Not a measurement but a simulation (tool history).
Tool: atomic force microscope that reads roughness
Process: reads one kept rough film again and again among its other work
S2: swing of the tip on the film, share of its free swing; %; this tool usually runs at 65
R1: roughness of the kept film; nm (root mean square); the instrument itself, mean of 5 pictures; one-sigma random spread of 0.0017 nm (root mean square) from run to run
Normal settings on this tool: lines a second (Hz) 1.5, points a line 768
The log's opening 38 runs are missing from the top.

{"run": 39, "hour": 1049.2, "lines a second (Hz)": 1.38, "S2": 69, "points a line": 258, "R1": 0.999}
{"hour": 1077.0, "done": "new tip fitted"}
{"run": 40, "hour": 1077.7, "lines a second (Hz)": 1.38, "S2": 61, "points a line": 258, "R1": 1.035}
{"run": 41, "hour": 1112.7, "lines a second (Hz)": 1.5, "S2": 65, "points a line": 398, "R1": 1.014}
{"run": 42, "hour": 1143.6, "lines a second (Hz)": 2.96, "S2": 65, "points a line": 563, "R1": 0.971}
{"run": 43, "hour": 1164.2, "lines a second (Hz)": 2.96, "S2": 57, "points a line": 714, "R1": 1}
{"hour": 1167.3, "done": "new tip fitted"}
{"run": 44, "hour": 1194.5, "lines a second (Hz)": 2.96, "S2": 57, "points a line": 714, "R1": 1.013}
{"run": 45, "hour": 1232.1, "lines a second (Hz)": 1.5, "S2": 59, "points a line": 757, "R1": 1.028}
{"hour": 1259.4, "done": "new tip fitted"}
{"run": 46, "hour": 1264.1, "lines a second (Hz)": 2.77, "S2": 62, "points a line": 461, "R1": 1.001}
{"run": 47, "hour": 1284.7, "lines a second (Hz)": 2.77, "S2": 62, "points a line": 461, "R1": 0.998}
{"run": 48, "hour": 1322.2, "lines a second (Hz)": 0.66, "S2": 75, "points a line": 326, "R1": 1.018}
{"hour": 1349.3, "done": "new tip fitted"}
{"run": 49, "hour": 1360.2, "lines a second (Hz)": 0.9, "S2": 65, "points a line": 912, "R1": 1.045}

Here are 5 independent what-if runs from the current tool condition. What would each one return?
{"run": "A", "hour": 1397.5, "lines a second (Hz)": 1.95, "S2": 63, "points a line": 768, "R1": "?"}
{"run": "B", "hour": 1397.5, "lines a second (Hz)": 0.63, "S2": 73, "points a line": 912, "R1": "?"}
{"run": "C", "hour": 1397.5, "lines a second (Hz)": 0.73, "S2": 65, "points a line": 475, "R1": "?"}
{"run": "D", "hour": 1397.5, "lines a second (Hz)": 1.39, "S2": 74, "points a line": 313, "R1": "?"}
{"run": "E", "hour": 1397.5, "lines a second (Hz)": 0.87, "S2": 65, "points a line": 768, "R1": "?"}

run=A R1=1.009
run=B R1=1.03
run=C R1=1.036
run=D R1=0.989
run=E R1=1.036
What these runs would have given with no unlogged condition in the tool:
run=A R1=1.02
run=B R1=1.041
run=C R1=1.047
run=D R1=1
run=E R1=1.047

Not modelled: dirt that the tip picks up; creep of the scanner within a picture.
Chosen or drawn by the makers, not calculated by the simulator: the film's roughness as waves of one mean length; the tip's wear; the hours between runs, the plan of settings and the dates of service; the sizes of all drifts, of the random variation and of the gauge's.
